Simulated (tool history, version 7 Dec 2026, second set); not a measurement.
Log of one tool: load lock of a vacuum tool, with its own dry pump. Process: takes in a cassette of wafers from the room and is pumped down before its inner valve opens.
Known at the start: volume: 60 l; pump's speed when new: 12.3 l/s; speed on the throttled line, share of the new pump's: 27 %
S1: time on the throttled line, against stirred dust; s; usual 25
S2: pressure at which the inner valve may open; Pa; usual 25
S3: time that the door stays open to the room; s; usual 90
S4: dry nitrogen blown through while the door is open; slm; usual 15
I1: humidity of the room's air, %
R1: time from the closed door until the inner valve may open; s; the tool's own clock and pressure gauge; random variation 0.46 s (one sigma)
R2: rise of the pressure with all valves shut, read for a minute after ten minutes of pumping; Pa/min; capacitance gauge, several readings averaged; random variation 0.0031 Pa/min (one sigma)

Run 1, hour 0.0: usual settings; I1 45.6. Result: R1 58.2 s, R2 0.060 Pa/min.
Run 2, hour 156.2: usual settings but S4 4 slm; I1 42.7. Result: R1 58.7 s, R2 0.076 Pa/min.
Run 3, hour 276.4: usual settings but S2 28 Pa; I1 43.7. Result: R1 58.4 s, R2 0.060 Pa/min.
Run 4, hour 455.7: usual settings but S2 28 Pa; I1 47.1. Result: R1 58.0 s, R2 0.066 Pa/min.
Run 5, hour 699.8: usual settings but S2 28 Pa; I1 44.9. Result: R1 58.7 s, R2 0.062 Pa/min.
Run 6, hour 840.5: usual settings but S1 17 s; I1 42.7. Result: R1 53.7 s, R2 0.062 Pa/min.
Run 7, hour 958.4: usual settings but S1 17 s; I1 43.8. Result: R1 52.6 s, R2 0.065 Pa/min.
Run 8, hour 1139.3: usual settings but S1 17 s; I1 42.5. Result: R1 53.0 s, R2 0.059 Pa/min.
Run 9, hour 1297.1: usual settings but S1 17 s; I1 42.5. Result: R1 52.9 s, R2 0.056 Pa/min.
Run 10, hour 1488.7: usual settings but S1 37 s; I1 41.4. Result: R1 67.3 s, R2 0.064 Pa/min.
Run 11, hour 1735.3: usual settings; I1 45.9. Result: R1 59.2 s, R2 0.064 Pa/min.
Run 12, hour 1964.3: usual settings but S2 35 Pa; I1 47.5. Result: R1 57.0 s, R2 0.067 Pa/min.
Run 13, hour 2130.1: usual settings but S2 48 Pa; I1 43.2. Result: R1 55.4 s, R2 0.058 Pa/min.
Run 14, hour 2366.1: usual settings but S2 48 Pa; I1 45.4. Result: R1 55.0 s, R2 0.064 Pa/min.
Run 15, hour 2470.8: usual settings but S2 48 Pa; I1 41.8. Result: R1 55.5 s, R2 0.056 Pa/min.
Run 16, hour 2633.8: usual settings; I1 41.8. Result: R1 59.2 s, R2 0.060 Pa/min.
Run 17, hour 2884.2: usual settings; I1 45.3. Result: R1 58.6 s, R2 0.062 Pa/min.
Run 18, hour 3118.4: usual settings; I1 45.7. Result: R1 59.3 s, R2 0.064 Pa/min.
Run 19, hour 3222.1: usual settings but S2 37 Pa; I1 45.0. Result: R1 57.2 s, R2 0.064 Pa/min.
Run 20, hour 3357.7: usual settings but S1 29 s, S2 37 Pa; I1 45.3. Result: R1 60.2 s, R2 0.062 Pa/min.
Run 21, hour 3510.9: usual settings but S2 42 Pa; I1 45.7. Result: R1 55.5 s, R2 0.063 Pa/min.
Run 22, hour 3705.2: usual settings but S1 21 s, S2 35 Pa; I1 45.0. Result: R1 54.0 s, R2 0.065 Pa/min.
Run 23, hour 3895.5: usual settings but S1 21 s, S2 35 Pa; I1 45.8. Result: R1 54.1 s, R2 0.066 Pa/min.
Run 24, hour 4127.6: usual settings but S3 78 s, S4 12 slm; I1 43.4. Result: R1 59.0 s, R2 0.063 Pa/min.
Run 25, hour 4282.6: usual settings but S3 78 s, S4 12 slm; I1 48.6. Result: R1 59.2 s, R2 0.073 Pa/min.
Run 26, hour 4434.9: usual settings but S3 78 s, S4 12 slm; I1 44.8. Result: R1 59.4 s, R2 0.065 Pa/min.
Run 27, hour 4679.9: usual settings but S3 49 s, S4 33 slm; I1 45.2. Result: R1 58.7 s, R2 0.035 Pa/min.
Run 28, hour 4787.5: usual settings but S3 49 s, S4 33 slm; I1 48.8. Result: R1 58.5 s, R2 0.036 Pa/min.
Run 29, hour 5008.1: usual settings but S3 49 s, S4 33 slm; I1 47.0. Result: R1 59.3 s, R2 0.037 Pa/min.
Run 30, hour 5189.4: usual settings but S1 15 s, S2 19 Pa, S3 33 s, S4 5 slm; I1 45.9. Result: R1 53.2 s, R2 0.049 Pa/min.
Run 31, hour 5309.1: usual settings but S1 15 s, S2 19 Pa, S3 33 s, S4 5 slm; I1 46.3. Result: R1 53.1 s, R2 0.049 Pa/min.
Run 32, hour 5435.2: usual settings but S1 15 s, S2 19 Pa, S3 33 s, S4 5 slm; I1 47.4. Result: R1 53.1 s, R2 0.053 Pa/min.
Run 33, hour 5690.0: usual settings but S1 15 s, S2 19 Pa, S3 37 s, S4 9 slm; I1 43.4. Result: R1 52.0 s, R2 0.050 Pa/min.
Run 34, hour 5794.8: usual settings but S1 15 s, S2 19 Pa, S3 37 s, S4 9 slm; I1 43.0. Result: R1 52.6 s, R2 0.048 Pa/min.
Run 35, hour 6015.4: usual settings but S1 18 s, S4 13 slm; I1 46.4. Result: R1 53.8 s, R2 0.068 Pa/min.

Forecast run 36:
Run 36, hour 6272.7: usual settings but S1 16 s, S2 34 Pa, S3 78 s, S4 17 slm; I1 45.7. Result: R1 ?, R2 ?.

Run 36 gave R1 50.2 s, R2 0.058 Pa/min.
Without the tool's hidden state the same run would have given R1 50.2 s, R2 0.057 Pa/min.

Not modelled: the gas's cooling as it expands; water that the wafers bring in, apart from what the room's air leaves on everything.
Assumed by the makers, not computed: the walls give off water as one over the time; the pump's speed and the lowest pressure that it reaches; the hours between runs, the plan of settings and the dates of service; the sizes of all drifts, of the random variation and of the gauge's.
